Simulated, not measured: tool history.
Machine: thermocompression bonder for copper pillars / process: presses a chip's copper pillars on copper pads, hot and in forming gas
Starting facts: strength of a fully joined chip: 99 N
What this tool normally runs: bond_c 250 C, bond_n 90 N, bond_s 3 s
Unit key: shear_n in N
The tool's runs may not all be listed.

run,hour,bond_c,bond_n,bond_s,shear_n
1,0.0,250,90,3,50.7
2,30.4,250,90,3,51.2
3,54.5,250,90,3,49.5
4,83.1,250,90,3,49.7
5,104.2,278,90,3,61.8
6,121.9,278,90,3,62.3
7,161.2,278,90,3,60.0
8,191.4,278,90,3,60.6
9,215.6,223,90,3,36.6
10,253.9,223,90,3,37.2
11,288.6,269,95,2,50.7
12,322.2,250,90,4,53.8
# hour 326.1: force cell calibrated
13,362.9,250,90,4,51.1
14,393.5,258,129,2,56.8
15,412.6,253,74,3,43.3
# hour 446.8: force cell calibrated, once more
16,453.7,250,90,4,51.2
17,490.4,250,90,4,51.8
18,521.2,250,90,4,50.8

The logged runs with the hidden state left out (each run's random variation unchanged):
The hidden state here: true temperature of the bond over the reading, C; force that reaches the chip, % of what is set; oxide that the forming gas leaves, % of the face; drift of the gauge itself on shear_n, %.
run,shear_n
1,52.5
2,53.3
3,51.6
4,52.0
5,64.5
6,65.2
7,63.2
8,64.0
9,39.5
10,40.3
11,54.6
12,58.2
13,55.5
14,61.7
15,47.4
16,57.1
17,57.9
18,57.2

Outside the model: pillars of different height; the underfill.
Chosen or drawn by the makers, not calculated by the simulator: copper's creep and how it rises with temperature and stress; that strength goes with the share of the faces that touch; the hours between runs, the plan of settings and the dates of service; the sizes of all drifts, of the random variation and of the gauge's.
